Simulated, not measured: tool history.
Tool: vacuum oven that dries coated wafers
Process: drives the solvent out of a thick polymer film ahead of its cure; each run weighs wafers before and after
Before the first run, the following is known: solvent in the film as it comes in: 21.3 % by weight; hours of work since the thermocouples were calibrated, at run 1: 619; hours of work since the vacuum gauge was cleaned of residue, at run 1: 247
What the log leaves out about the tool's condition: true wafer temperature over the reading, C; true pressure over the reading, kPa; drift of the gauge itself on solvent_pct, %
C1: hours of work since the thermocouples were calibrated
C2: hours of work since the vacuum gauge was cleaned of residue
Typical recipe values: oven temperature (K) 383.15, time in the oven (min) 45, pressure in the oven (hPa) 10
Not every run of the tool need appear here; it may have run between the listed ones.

Run 1, hour 0: usual settings; C1 619; C2 247. Result: solvent left in the film (%) 3.31.
Run 2, hour 50: usual settings; C1 652; C2 279. Result: solvent left in the film (%) 3.31.
Run 3, hour 125.6: usual settings; C1 701; C2 329. Result: solvent left in the film (%) 3.3.
At hour 194.6: oven's thermocouples calibrated.
Run 4, hour 197.1: usual settings but time in the oven (min) 30; C1 2; C2 375. Result: solvent left in the film (%) 5.9.
Run 5, hour 293.7: usual settings but time in the oven (min) 58; C1 65; C2 438. Result: solvent left in the film (%) 2.63.
Run 6, hour 352.4: usual settings but time in the oven (min) 58; C1 104; C2 477. Result: solvent left in the film (%) 2.6.
Run 7, hour 422.6: usual settings but time in the oven (min) 58, pressure in the oven (hPa) 21.3; C1 150; C2 523. Result: solvent left in the film (%) 3.75.
Run 8, hour 528.6: usual settings but time in the oven (min) 58, pressure in the oven (hPa) 21.3; C1 220; C2 593. Result: solvent left in the film (%) 3.71.
Run 9, hour 598.7: usual settings; C1 266; C2 639. Result: solvent left in the film (%) 3.63.
Run 10, hour 649.6: usual settings; C1 299; C2 672. Result: solvent left in the film (%) 3.59.
Run 11, hour 702.9: usual settings; C1 334; C2 707. Result: solvent left in the film (%) 3.55.
Run 12, hour 807: usual settings; C1 402; C2 776. Result: solvent left in the film (%) 3.55.
Run 13, hour 898.1: usual settings; C1 462; C2 835. Result: solvent left in the film (%) 3.55.
Run 14, hour 1005.2: usual settings; C1 533; C2 906. Result: solvent left in the film (%) 3.47.
Run 15, hour 1104: usual settings; C1 598; C2 971. Result: solvent left in the film (%) 3.48.
Run 16, hour 1177.7: usual settings but oven temperature (K) 397.15; C1 646; C2 1019. Result: solvent left in the film (%) 0.9.
Run 17, hour 1253.2: usual settings but oven temperature (K) 397.15; C1 696; C2 1069. Result: solvent left in the film (%) 0.87.
At hour 1336.9: oven's thermocouples calibrated.
Run 18, hour 1353.6: usual settings but oven temperature (K) 397.15; C1 11; C2 1134. Result: solvent left in the film (%) 0.95.
Run 19, hour 1418.1: usual settings but oven temperature (K) 371.15, time in the oven (min) 28; C1 53; C2 1176. Result: solvent left in the film (%) 11.23.
Run 20, hour 1471.3: usual settings but oven temperature (K) 396.15, time in the oven (min) 40; C1 88; C2 1211. Result: solvent left in the film (%) 1.18.
Run 21, hour 1527.8: usual settings but time in the oven (min) 33; C1 125; C2 1248. Result: solvent left in the film (%) 5.33.
Run 22, hour 1588.7: usual settings but time in the oven (min) 33; C1 165; C2 1288. Result: solvent left in the film (%) 5.22.
Run 23, hour 1636.4: usual settings but time in the oven (min) 33; C1 197; C2 1319. Result: solvent left in the film (%) 5.26.
Run 24, hour 1696.7: usual settings but time in the oven (min) 46; C1 236; C2 1359. Result: solvent left in the film (%) 3.54.
Run 25, hour 1746.9: usual settings but time in the oven (min) 46; C1 269; C2 1392. Result: solvent left in the film (%) 3.56.
Run 26, hour 1816.1: usual settings but time in the oven (min) 46; C1 315; C2 1438. Result: solvent left in the film (%) 3.52.
Run 27, hour 1897.2: usual settings but time in the oven (min) 46; C1 368; C2 1491. Result: solvent left in the film (%) 3.5.
Run 28, hour 1976.6: usual settings but oven temperature (K) 375.15, time in the oven (min) 38, pressure in the oven (hPa) 27.9; C1 420; C2 1543. Result: solvent left in the film (%) 9.44.
Run 29, hour 2047.6: usual settings but oven temperature (K) 398.15, time in the oven (min) 38, pressure in the oven (hPa) 10.7; C1 467; C2 1590. Result: solvent left in the film (%) 1.01.
Run 30, hour 2134.6: usual settings but oven temperature (K) 398.15, time in the oven (min) 38, pressure in the oven (hPa) 10.7; C1 524; C2 1647. Result: solvent left in the film (%) 1.05.
Run 31, hour 2234.9: usual settings but oven temperature (K) 398.15, time in the oven (min) 38, pressure in the oven (hPa) 10.7; C1 590; C2 1713. Result: solvent left in the film (%) 1.05.

Each run again, without the hidden state but with its own random variation kept:
run  solvent left in the film (%)
  1                          3.69
  2                           3.7
  3                          3.71
  4                          5.91
  5                          2.64
  6                          2.62
  7                          3.79
  8                          3.77
  9                          3.74
 10                          3.71
 11                          3.68
 12                          3.71
 13                          3.75
 14                          3.69
 15                          3.73
 16                           0.9
 17                          0.87
 18                          0.88
 19                         11.25
 20                          1.13
 21                          5.39
 22                           5.3
 23                          5.36
 24                           3.6
 25                          3.64
 26                          3.61
 27                          3.61
 28                          9.68
 29                          0.98
 30                          1.02
 31                          1.02

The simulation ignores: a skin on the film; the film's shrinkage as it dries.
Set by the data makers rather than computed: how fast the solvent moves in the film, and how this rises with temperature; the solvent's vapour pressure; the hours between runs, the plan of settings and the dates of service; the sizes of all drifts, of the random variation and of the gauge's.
